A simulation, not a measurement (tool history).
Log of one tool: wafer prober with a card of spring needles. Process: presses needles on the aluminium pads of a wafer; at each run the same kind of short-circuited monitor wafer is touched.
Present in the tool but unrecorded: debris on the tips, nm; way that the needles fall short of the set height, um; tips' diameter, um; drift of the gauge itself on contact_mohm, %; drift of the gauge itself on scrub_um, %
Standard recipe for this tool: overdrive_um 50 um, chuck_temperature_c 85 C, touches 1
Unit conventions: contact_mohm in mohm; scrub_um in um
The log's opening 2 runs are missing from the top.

run,hour,overdrive_um,chuck_temperature_c,touches,touches since the tips were cleaned,cleanings since the card got new needles,touches since the first contact's height was set,contact_mohm,scrub_um
# hour 24.4: tips cleaned on abrasive film
3,30.8,50,85,1,1953,26,69497,227,12.37
# hour 32.5: tips cleaned on abrasive film
# hour 40.5: tips cleaned on abrasive film
4,45.8,50,85,1,1612,28,74010,229,12.39
# hour 48.2: tips cleaned on abrasive film
# hour 55.8: tips cleaned on abrasive film
5,56.1,50,85,1,80,30,77095,226,12.38
# hour 58: height of the first contact set anew
# hour 63.7: tips cleaned on abrasive film
6,64.8,50,83,1,345,31,2047,225,12.36
# hour 72.2: tips cleaned on abrasive film
7,74.2,50,39,1,619,32,4879,215,12.38
# hour 80.2: tips cleaned on abrasive film
# hour 88.9: tips cleaned on abrasive film
8,91.3,50,85,1,745,34,10041,224,12.36
# hour 97.5: tips cleaned on abrasive film
# hour 105.8: tips cleaned on abrasive film
9,105.9,50,31,1,36,36,14423,212,12.39
# hour 113.6: tips cleaned on abrasive film
# hour 121.3: tips cleaned on abrasive film
10,122.2,50,31,1,246,38,19323,214,12.37
# hour 130.1: tips cleaned on abrasive film
# hour 137.4: tips cleaned on abrasive film
11,140.7,50,77,1,1009,40,24919,223,12.44
# hour 145.2: tips cleaned on abrasive film
# hour 153.8: tips cleaned on abrasive film
12,155.6,64,85,1,520,42,29393,217,15.96
# hour 162.4: tips cleaned on abrasive film
13,165.5,50,78,1,949,43,32395,223,12.42
# hour 170: tips cleaned on abrasive film
# hour 178.1: tips cleaned on abrasive film
14,183.8,50,78,1,1737,45,37918,225,12.5
# hour 185.7: tips cleaned on abrasive film
# hour 194.2: tips cleaned on abrasive film
15,200,50,78,1,1771,47,42820,226,12.36
# hour 202.3: tips cleaned on abrasive film
# hour 210.3: tips cleaned on abrasive film
# hour 219.1: tips cleaned on abrasive film
16,219.7,50,78,1,188,50,48739,220,12.57
# hour 227.9: tips cleaned on abrasive film
17,233.2,45,125,2,1619,51,52821,243,11.3
# hour 236.1: tips cleaned on abrasive film
# hour 243.5: tips cleaned on abrasive film
18,243.5,37,76,1,0,53,55887,226,9.33
# hour 251.3: tips cleaned on abrasive film
# hour 259.2: tips cleaned on abrasive film
19,259.2,47,60,1,0,55,60632,222,11.78

Estimate the outcome of run 20 from the log above:
# hour 267.8: tips cleaned on abrasive film
20,274.7,50,57,1,2117,56,65339,?,?

Run 20 measured contact_mohm 219 mohm, scrub_um 12.56 um.
Minus the tool's unlogged condition, the same run would have read contact_mohm 218 mohm, scrub_um 12.3 um.

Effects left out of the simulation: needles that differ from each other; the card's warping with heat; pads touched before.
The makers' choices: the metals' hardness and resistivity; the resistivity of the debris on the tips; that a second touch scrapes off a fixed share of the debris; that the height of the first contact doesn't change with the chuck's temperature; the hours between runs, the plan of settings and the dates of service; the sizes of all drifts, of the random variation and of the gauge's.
